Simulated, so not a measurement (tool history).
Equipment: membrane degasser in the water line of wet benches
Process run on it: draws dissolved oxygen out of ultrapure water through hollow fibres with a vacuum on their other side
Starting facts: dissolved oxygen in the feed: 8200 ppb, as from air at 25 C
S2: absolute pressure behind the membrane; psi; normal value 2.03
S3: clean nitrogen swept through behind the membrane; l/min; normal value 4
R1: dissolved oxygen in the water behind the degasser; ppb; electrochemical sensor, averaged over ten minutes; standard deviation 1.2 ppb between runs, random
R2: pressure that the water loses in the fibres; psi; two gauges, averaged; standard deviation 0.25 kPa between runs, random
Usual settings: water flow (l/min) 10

run 1 day=0 | water_flow_(l/min)=10 S2=2.03 S3=4 | R1=119.3 R2=9.396
run 2 day=4.654 | water_flow_(l/min)=10 S2=2.03 S3=4 | R1=121.1 R2=9.345
run 3 day=12.229 | water_flow_(l/min)=10 S2=2.03 S3=4 | R1=120.1 R2=9.396
run 4 day=17.758 | water_flow_(l/min)=10 S2=2.03 S3=4 | R1=119.5 R2=9.377
run 5 day=22.642 | water_flow_(l/min)=10 S2=2.03 S3=4 | R1=119.5 R2=9.387
run 6 day=27.421 | water_flow_(l/min)=10 S2=2.03 S3=4 | R1=119.5 R2=9.413
run 7 day=35.488 | water_flow_(l/min)=10 S2=2.03 S3=4 | R1=122.9 R2=9.455
run 8 day=43 | water_flow_(l/min)=10 S2=2.03 S3=4 | R1=120.3 R2=9.372
run 9 day=47.517 | water_flow_(l/min)=10 S2=2.03 S3=4 | R1=119.4 R2=9.438
run 10 day=52.592 | water_flow_(l/min)=10 S2=2.03 S3=4 | R1=118.1 R2=9.4
run 11 day=57.308 | water_flow_(l/min)=10 S2=2.03 S3=4 | R1=118.3 R2=9.372
run 12 day=66.021 | water_flow_(l/min)=10 S2=2.71 S3=4 | R1=149.6 R2=9.477
run 13 day=71.225 | water_flow_(l/min)=10 S2=2.71 S3=4 | R1=147.1 R2=9.427
-- day=72.692 seals of the vacuum lines changed
run 14 day=75.179 | water_flow_(l/min)=10 S2=2.71 S3=4 | R1=150.1 R2=9.443
run 15 day=79.358 | water_flow_(l/min)=10 S2=2.03 S3=4 | R1=118.8 R2=9.427
run 16 day=83.992 | water_flow_(l/min)=10 S2=2.03 S3=4 | R1=121.8 R2=9.426
run 17 day=90.121 | water_flow_(l/min)=10 S2=3.42 S3=8.99 | R1=109.5 R2=9.398
-- day=91.95 membrane cartridge changed
run 18 day=94.358 | water_flow_(l/min)=8 S2=2.54 S3=3.91 | R1=97.9 R2=7.568
run 19 day=102.2 | water_flow_(l/min)=8 S2=2.54 S3=3.91 | R1=99.5 R2=7.532
run 20 day=111.167 | water_flow_(l/min)=10 S2=2.03 S3=7.31 | R1=88.4 R2=9.477
run 21 day=119.092 | water_flow_(l/min)=11 S2=2.03 S3=5.47 | R1=123.8 R2=10.434
run 22 day=126.125 | water_flow_(l/min)=16 S2=2.03 S3=8.53 | R1=223.9 R2=15.159
run 23 day=133.083 | water_flow_(l/min)=13 S2=2.18 S3=4.79 | R1=184.9 R2=12.317
run 24 day=136.817 | water_flow_(l/min)=10 S2=1.89 S3=3.26 | R1=126.3 R2=9.523
run 25 day=140.825 | water_flow_(l/min)=10 S2=2.94 S3=1.78 | R1=278.8 R2=9.528
run 26 day=149.638 | water_flow_(l/min)=10 S2=2.03 S3=9.16 | R1=82.1 R2=9.423
run 27 day=154.646 | water_flow_(l/min)=10 S2=2.23 S3=9.16 | R1=86.8 R2=9.494
run 28 day=158.742 | water_flow_(l/min)=10 S2=2.23 S3=9.16 | R1=86 R2=9.514
-- day=164.283 vacuum gauge calibrated
run 29 day=164.512 | water_flow_(l/min)=10 S2=2.23 S3=9.16 | R1=84.7 R2=9.533
run 30 day=171.25 | water_flow_(l/min)=10 S2=2.23 S3=9.16 | R1=87.8 R2=9.484
run 31 day=179.95 | water_flow_(l/min)=10 S2=2.23 S3=9.16 | R1=87.3 R2=9.522

3 ways to go on from here, each from the tool as it stands after run 31. What would each give?
run A day=188.396 | water_flow_(l/min)=8 S2=2.23 S3=9.16 | R1=? R2=?
run B day=188.396 | water_flow_(l/min)=10 S2=1.61 S3=9.16 | R1=? R2=?
run C day=188.396 | water_flow_(l/min)=8 S2=1.9 S3=2.22 | R1=? R2=?

run=A R1=53.4 R2=7.628
run=B R1=76.3 R2=9.541
run=C R1=115.3 R2=7.629
The same runs, with their run-to-run variation unchanged, on a tool lacking any hidden condition would have given:
run=A R1=53.3 R2=7.493
run=B R1=76.2 R2=9.372
run=C R1=115.2 R2=7.494
